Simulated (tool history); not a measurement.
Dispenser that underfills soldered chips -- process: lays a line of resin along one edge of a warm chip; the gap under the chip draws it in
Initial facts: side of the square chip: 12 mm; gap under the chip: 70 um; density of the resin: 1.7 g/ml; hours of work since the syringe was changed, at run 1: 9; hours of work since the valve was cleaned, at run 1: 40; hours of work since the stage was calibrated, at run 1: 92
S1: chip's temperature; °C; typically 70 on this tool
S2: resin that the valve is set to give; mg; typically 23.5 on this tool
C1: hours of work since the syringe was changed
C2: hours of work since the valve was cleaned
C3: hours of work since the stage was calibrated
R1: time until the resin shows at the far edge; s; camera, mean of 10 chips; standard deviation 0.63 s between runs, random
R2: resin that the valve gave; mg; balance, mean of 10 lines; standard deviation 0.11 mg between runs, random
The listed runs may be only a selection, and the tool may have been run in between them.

run  hour  S1    S2  C1  C2   C3     R1     R2
  1   0.0  70  23.5   9  40   92  109.3  22.69
      1.5  -- new syringe of resin
  2   4.5  70  23.5   2  43   95   64.8  22.63
  3   7.5  64  23.5   5  45   98   95.0  22.63
  4  11.1  57  23.5   7  48  101  146.7  22.45
     14.5  -- new syringe of resin
  5  17.3  70  23.3   2  52  105   66.9  22.33
  6  20.2  70  23.3   4  55  107   78.7  22.28
  7  25.2  70  23.3   8  58  111  104.8  22.35
     27.7  -- new syringe of resin
  8  29.7  58  27.7   2  62  114   88.5  26.52
  9  32.7  84  29.9   4  64  116   46.4  28.26
 10  36.5  70  20.6   7  67  119   96.1  19.62

Estimate the outcome of run 11 from the log above:
 11  39.5  70  20.6   9  69  122   ?   ?

Run 11 came out at R1 116.1 s, R2 19.51 mg.
If the tool had no hidden condition, the same run with the same run-to-run variation would have returned R1 57.4 s, R2 20.66 mg.

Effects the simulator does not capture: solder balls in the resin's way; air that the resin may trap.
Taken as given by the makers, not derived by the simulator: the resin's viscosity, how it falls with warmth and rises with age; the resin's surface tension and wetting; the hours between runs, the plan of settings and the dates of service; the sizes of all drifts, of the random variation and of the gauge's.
